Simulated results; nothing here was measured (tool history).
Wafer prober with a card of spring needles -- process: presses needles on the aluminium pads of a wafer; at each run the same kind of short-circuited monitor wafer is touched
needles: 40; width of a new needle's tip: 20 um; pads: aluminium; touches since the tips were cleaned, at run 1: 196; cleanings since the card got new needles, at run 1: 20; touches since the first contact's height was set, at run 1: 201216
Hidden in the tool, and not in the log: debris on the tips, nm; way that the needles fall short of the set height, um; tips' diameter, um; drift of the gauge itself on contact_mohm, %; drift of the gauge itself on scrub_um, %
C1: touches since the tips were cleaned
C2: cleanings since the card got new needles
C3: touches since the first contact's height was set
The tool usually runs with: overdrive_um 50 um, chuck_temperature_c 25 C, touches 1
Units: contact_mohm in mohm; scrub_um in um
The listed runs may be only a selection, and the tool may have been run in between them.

run 1 day=0 | overdrive_um=50 chuck_temperature_c=25 touches=1 | C1=196 C2=20 C3=201216 | contact_mohm=126 scrub_um=9.96
run 2 day=0.408 | overdrive_um=50 chuck_temperature_c=25 touches=1 | C1=4594 C2=20 C3=205614 | contact_mohm=126 scrub_um=9.94
run 3 day=0.725 | overdrive_um=50 chuck_temperature_c=25 touches=1 | C1=7994 C2=20 C3=209014 | contact_mohm=128 scrub_um=9.96
-- day=0.804 tips cleaned on abrasive film
run 4 day=1.188 | overdrive_um=50 chuck_temperature_c=25 touches=1 | C1=4121 C2=21 C3=213938 | contact_mohm=127 scrub_um=9.95
run 5 day=1.521 | overdrive_um=50 chuck_temperature_c=38 touches=1 | C1=7687 C2=21 C3=217504 | contact_mohm=129 scrub_um=9.95
-- day=1.625 tips cleaned on abrasive film
run 6 day=1.925 | overdrive_um=50 chuck_temperature_c=38 touches=1 | C1=3228 C2=22 C3=221807 | contact_mohm=130 scrub_um=9.93
-- day=2.012 height of the first contact set anew
run 7 day=2.317 | overdrive_um=40 chuck_temperature_c=38 touches=1 | C1=7314 C2=22 C3=3238 | contact_mohm=138 scrub_um=7.94
-- day=2.454 tips cleaned on abrasive film
run 8 day=2.579 | overdrive_um=66 chuck_temperature_c=25 touches=1 | C1=1375 C2=23 C3=6039 | contact_mohm=119 scrub_um=13.14
run 9 day=2.867 | overdrive_um=66 chuck_temperature_c=25 touches=1 | C1=4455 C2=23 C3=9119 | contact_mohm=119 scrub_um=13.13
run 10 day=3.138 | overdrive_um=66 chuck_temperature_c=25 touches=1 | C1=7375 C2=23 C3=12039 | contact_mohm=119 scrub_um=13.16
-- day=3.262 tips cleaned on abrasive film
run 11 day=3.588 | overdrive_um=50 chuck_temperature_c=25 touches=1 | C1=3459 C2=24 C3=16804 | contact_mohm=129 scrub_um=9.95
run 12 day=4.058 | overdrive_um=48 chuck_temperature_c=29 touches=2 | C1=8528 C2=24 C3=21873 | contact_mohm=128 scrub_um=9.54
-- day=4.108 tips cleaned on abrasive film
run 13 day=4.517 | overdrive_um=48 chuck_temperature_c=29 touches=2 | C1=4374 C2=25 C3=26758 | contact_mohm=128 scrub_um=9.56
-- day=4.933 tips cleaned on abrasive film
run 14 day=5.042 | overdrive_um=50 chuck_temperature_c=56 touches=1 | C1=1159 C2=26 C3=32378 | contact_mohm=131 scrub_um=9.94
run 15 day=5.483 | overdrive_um=53 chuck_temperature_c=67 touches=1 | C1=5911 C2=26 C3=37130 | contact_mohm=133 scrub_um=10.55
-- day=5.762 tips cleaned on abrasive film
run 16 day=5.908 | overdrive_um=50 chuck_temperature_c=50 touches=1 | C1=1558 C2=27 C3=41636 | contact_mohm=132 scrub_um=9.96
run 17 day=6.429 | overdrive_um=39 chuck_temperature_c=95 touches=2 | C1=7168 C2=27 C3=47246 | contact_mohm=152 scrub_um=7.79
-- day=6.6 tips cleaned on abrasive film
run 18 day=6.825 | overdrive_um=60 chuck_temperature_c=87 touches=2 | C1=2450 C2=28 C3=51479 | contact_mohm=134 scrub_um=11.94
run 19 day=7.092 | overdrive_um=60 chuck_temperature_c=89 touches=3 | C1=5300 C2=28 C3=54329 | contact_mohm=132 scrub_um=11.95
-- day=7.433 tips cleaned on abrasive film
run 20 day=7.612 | overdrive_um=43 chuck_temperature_c=95 touches=1 | C1=1957 C2=29 C3=59899 | contact_mohm=147 scrub_um=8.56
run 21 day=8.029 | overdrive_um=32 chuck_temperature_c=70 touches=2 | C1=6435 C2=29 C3=64377 | contact_mohm=155 scrub_um=6.37

Consider 5 possible next runs. They are alternatives, not a sequence: every one starts from the tool as it was left by run 21. What does each give?
-- day=8.262 tips cleaned on abrasive film
run A day=8.342 | overdrive_um=55 chuck_temperature_c=25 touches=1 | C1=842 C2=30 C3=67679 | contact_mohm=? scrub_um=?
-- day=8.262 tips cleaned on abrasive film
run B day=8.342 | overdrive_um=68 chuck_temperature_c=70 touches=2 | C1=842 C2=30 C3=67679 | contact_mohm=? scrub_um=?
-- day=8.262 tips cleaned on abrasive film
run C day=8.342 | overdrive_um=52 chuck_temperature_c=118 touches=2 | C1=842 C2=30 C3=67679 | contact_mohm=? scrub_um=?
-- day=8.262 tips cleaned on abrasive film
run D day=8.342 | overdrive_um=56 chuck_temperature_c=25 touches=1 | C1=842 C2=30 C3=67679 | contact_mohm=? scrub_um=?
-- day=8.262 tips cleaned on abrasive film
run E day=8.342 | overdrive_um=62 chuck_temperature_c=77 touches=2 | C1=842 C2=30 C3=67679 | contact_mohm=? scrub_um=?

run=A contact_mohm=125 scrub_um=10.95
run=B contact_mohm=126 scrub_um=13.55
run=C contact_mohm=143 scrub_um=10.35
run=D contact_mohm=123 scrub_um=11.14
run=E contact_mohm=129 scrub_um=12.33
With the hidden condition removed and each run's random variation left untouched, the same runs would have given:
run=A contact_mohm=125 scrub_um=10.95
run=B contact_mohm=126 scrub_um=13.55
run=C contact_mohm=143 scrub_um=10.35
run=D contact_mohm=123 scrub_um=11.14
run=E contact_mohm=129 scrub_um=12.33
